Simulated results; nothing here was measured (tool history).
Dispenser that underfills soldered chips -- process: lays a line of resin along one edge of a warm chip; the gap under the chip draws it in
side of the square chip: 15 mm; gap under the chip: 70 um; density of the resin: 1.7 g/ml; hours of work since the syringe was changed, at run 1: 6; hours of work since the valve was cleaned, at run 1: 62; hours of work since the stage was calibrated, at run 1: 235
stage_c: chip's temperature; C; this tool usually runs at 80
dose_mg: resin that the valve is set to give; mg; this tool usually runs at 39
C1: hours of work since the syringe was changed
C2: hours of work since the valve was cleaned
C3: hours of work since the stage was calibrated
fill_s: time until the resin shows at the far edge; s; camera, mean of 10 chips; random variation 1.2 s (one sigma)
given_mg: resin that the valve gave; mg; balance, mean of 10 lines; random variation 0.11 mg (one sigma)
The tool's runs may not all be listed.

run 1 hour=0 | stage_c=80 dose_mg=39 | C1=6 C2=62 C3=235 | fill_s=151.4 given_mg=38.18
-- hour=8.1 new syringe of resin
run 2 hour=11.8 | stage_c=80 dose_mg=37.8 | C1=2 C2=69 C3=242 | fill_s=133.9 given_mg=36.77
run 3 hour=23.7 | stage_c=80 dose_mg=37.8 | C1=10 C2=76 C3=249 | fill_s=184.1 given_mg=36.79
-- hour=25.8 new syringe of resin
run 4 hour=35.1 | stage_c=80 dose_mg=36 | C1=6 C2=83 C3=256 | fill_s=155.5 given_mg=35.12
-- hour=43 new syringe of resin
run 5 hour=47.3 | stage_c=80 dose_mg=37.2 | C1=3 C2=90 C3=264 | fill_s=137.4 given_mg=36.12
-- hour=53.1 dispensing valve cleaned and set on the balance
run 6 hour=56 | stage_c=80 dose_mg=37.2 | C1=7 C2=2 C3=268 | fill_s=168.2 given_mg=37.22
-- hour=61.3 new syringe of resin
run 7 hour=65.7 | stage_c=80 dose_mg=37.2 | C1=3 C2=8 C3=274 | fill_s=136.7 given_mg=37.29
-- hour=78.6 new syringe of resin
run 8 hour=78.6 | stage_c=67 dose_mg=42.3 | C1=0 C2=15 C3=282 | fill_s=174.4 given_mg=42.28
run 9 hour=83.8 | stage_c=67 dose_mg=42.3 | C1=3 C2=19 C3=285 | fill_s=200.1 given_mg=42.08
run 10 hour=89.3 | stage_c=67 dose_mg=36.1 | C1=7 C2=22 C3=288 | fill_s=239.8 given_mg=35.83
-- hour=96 new syringe of resin
run 11 hour=97.9 | stage_c=88 dose_mg=35.2 | C1=1 C2=27 C3=293 | fill_s=103.8 given_mg=34.68

Below, some changes in fill_s between adjacent runs. For each, the amount present without the hidden state too (settings, incoming material, random variation) and the amount remaining for the hidden state with gauge scatter not shared by both compared results:
Hidden state present: resin's viscosity, % of fresh resin's; dose that the valve gives, % of what is set; true chip temperature over the reading, C; drift of the gauge itself on fill_s, %; drift of the gauge itself on given_mg, %.
Run 10 -> 11: stage_c 67 -> 88, dose_mg 36.1 -> 35.2, new syringe of resin. fill_s -136 s: hidden state -58.8, all else -77.2.

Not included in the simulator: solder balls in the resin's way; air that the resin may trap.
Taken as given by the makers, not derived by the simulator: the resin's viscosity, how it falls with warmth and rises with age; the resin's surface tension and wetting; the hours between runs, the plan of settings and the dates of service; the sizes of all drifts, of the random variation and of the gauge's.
